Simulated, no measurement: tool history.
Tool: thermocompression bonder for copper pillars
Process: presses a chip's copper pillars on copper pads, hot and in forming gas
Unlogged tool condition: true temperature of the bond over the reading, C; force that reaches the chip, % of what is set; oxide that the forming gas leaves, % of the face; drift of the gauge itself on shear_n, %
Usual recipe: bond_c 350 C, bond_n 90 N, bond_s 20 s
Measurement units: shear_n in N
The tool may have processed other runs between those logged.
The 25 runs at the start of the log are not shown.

| run | hour | bond_c | bond_n | bond_s | hours of work since the heater was calibrated | hours of work since the force cell was calibrated | hours of work since the gas filter was changed | shear_n |
|---|---|---|---|---|---|---|---|---|
| 26 | 1391.5 | 356 | 121 | 34 | 118 | 272 | 105 | 62.3 |
|  | 1429.6 | forming gas filter changed |
| 27 | 1442.2 | 363 | 59 | 32 | 157 | 312 | 10 | 39.9 |
| 28 | 1498 | 350 | 63 | 12 | 201 | 356 | 54 | 23.1 |
| 29 | 1572.2 | 379 | 133 | 41 | 259 | 414 | 112 | 74.8 |
|  | 1598.4 | forming gas filter changed |
| 30 | 1626.5 | 328 | 90 | 20 | 302 | 456 | 22 | 31.4 |
| 31 | 1672.7 | 360 | 90 | 51 | 338 | 492 | 58 | 59 |
| 32 | 1708.2 | 366 | 90 | 49 | 366 | 520 | 86 | 60.2 |
|  | 1768.5 | forming gas filter changed |
| 33 | 1772.3 | 368 | 103 | 35 | 416 | 570 | 3 | 64.7 |
| 34 | 1838.9 | 350 | 103 | 35 | 468 | 622 | 55 | 53.7 |
| 35 | 1904 | 350 | 82 | 34 | 519 | 673 | 106 | 42.1 |
|  | 1936.7 | forming gas filter changed |
| 36 | 1938.8 | 362 | 95 | 20 | 546 | 700 | 2 | 47.6 |
| 37 | 2011.8 | 350 | 134 | 20 | 603 | 757 | 59 | 52.5 |
| 38 | 2056.8 | 350 | 121 | 15 | 638 | 793 | 94 | 43.4 |
| 39 | 2089.3 | 364 | 90 | 12 | 664 | 818 | 120 | 34.6 |

Predict each of these 3 candidate next runs independently; none follows another, all start after run 39:
|  | 2106.2 | forming gas filter changed |
| A | 2160.6 | 335 | 67 | 41 | 719 | 874 | 43 | ? |
|  | 2106.2 | forming gas filter changed |
| B | 2160.6 | 338 | 90 | 12 | 719 | 874 | 43 | ? |
|  | 2106.2 | forming gas filter changed |
| C | 2160.6 | 350 | 114 | 20 | 719 | 874 | 43 | ? |

| run | shear_n |
|---|---|
| A | 31.8 |
| B | 27.1 |
| C | 47.1 |
The same runs, with their run-to-run variation unchanged, on a tool lacking any hidden condition would have given:
| run | shear_n |
|---|---|
| A | 37.5 |
| B | 32.1 |
| C | 54 |
